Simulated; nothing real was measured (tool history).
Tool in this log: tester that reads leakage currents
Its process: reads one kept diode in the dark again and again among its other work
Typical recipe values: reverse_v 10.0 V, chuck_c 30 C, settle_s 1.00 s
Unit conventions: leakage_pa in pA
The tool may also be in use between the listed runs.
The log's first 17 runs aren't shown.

run 18 hour=881.5 | reverse_v=10.0 chuck_c=28 settle_s=1.00 | leakage_pa=113.63
run 19 hour=909.4 | reverse_v=2.3 chuck_c=44 settle_s=3.38 | leakage_pa=218.73
run 20 hour=942.9 | reverse_v=2.3 chuck_c=44 settle_s=3.38 | leakage_pa=220.47
run 21 hour=985.1 | reverse_v=1.7 chuck_c=49 settle_s=2.96 | leakage_pa=285.70
run 22 hour=1030.9 | reverse_v=10.0 chuck_c=34 settle_s=1.20 | leakage_pa=183.25
run 23 hour=1088.7 | reverse_v=12.4 chuck_c=22 settle_s=1.20 | leakage_pa=82.50
run 24 hour=1125.3 | reverse_v=12.4 chuck_c=53 settle_s=8.38 | leakage_pa=797.79
run 25 hour=1176.4 | reverse_v=11.4 chuck_c=30 settle_s=0.31 | leakage_pa=148.63
run 26 hour=1214.4 | reverse_v=3.0 chuck_c=30 settle_s=2.13 | leakage_pa=86.19
run 27 hour=1254.0 | reverse_v=10.0 chuck_c=30 settle_s=1.00 | leakage_pa=139.94
run 28 hour=1311.8 | reverse_v=10.0 chuck_c=30 settle_s=1.00 | leakage_pa=141.85
run 29 hour=1363.2 | reverse_v=4.8 chuck_c=34 settle_s=1.87 | leakage_pa=144.07
run 30 hour=1403.8 | reverse_v=7.8 chuck_c=34 settle_s=2.90 | leakage_pa=175.21
run 31 hour=1457.2 | reverse_v=7.8 chuck_c=34 settle_s=2.90 | leakage_pa=175.79
run 32 hour=1502.7 | reverse_v=7.8 chuck_c=34 settle_s=2.90 | leakage_pa=176.07
run 33 hour=1550.3 | reverse_v=4.2 chuck_c=34 settle_s=0.94 | leakage_pa=140.40
run 34 hour=1593.0 | reverse_v=4.2 chuck_c=34 settle_s=0.94 | leakage_pa=140.96
run 35 hour=1635.0 | reverse_v=10.0 chuck_c=30 settle_s=1.16 | leakage_pa=149.67
run 36 hour=1666.8 | reverse_v=10.0 chuck_c=30 settle_s=1.16 | leakage_pa=149.69

Each row is a separate what-if for the run after 36, all from the same tool condition, not one after another. Results?
run A hour=1713.6 | reverse_v=10.0 chuck_c=49 settle_s=2.99 | leakage_pa=?
run B hour=1713.6 | reverse_v=2.4 chuck_c=53 settle_s=1.00 | leakage_pa=?
run C hour=1713.6 | reverse_v=10.0 chuck_c=31 settle_s=0.60 | leakage_pa=?
run D hour=1713.6 | reverse_v=10.0 chuck_c=49 settle_s=4.10 | leakage_pa=?
run E hour=1713.6 | reverse_v=10.0 chuck_c=27 settle_s=1.16 | leakage_pa=?

run=A leakage_pa=598.64
run=B leakage_pa=465.92
run=C leakage_pa=163.06
run=D leakage_pa=598.00
run=E leakage_pa=121.44
With the hidden condition removed and each run's random variation left untouched, the same runs would have given:
run=A leakage_pa=535.50
run=B leakage_pa=424.64
run=C leakage_pa=135.16
run=D leakage_pa=534.94
run=E leakage_pa=97.10

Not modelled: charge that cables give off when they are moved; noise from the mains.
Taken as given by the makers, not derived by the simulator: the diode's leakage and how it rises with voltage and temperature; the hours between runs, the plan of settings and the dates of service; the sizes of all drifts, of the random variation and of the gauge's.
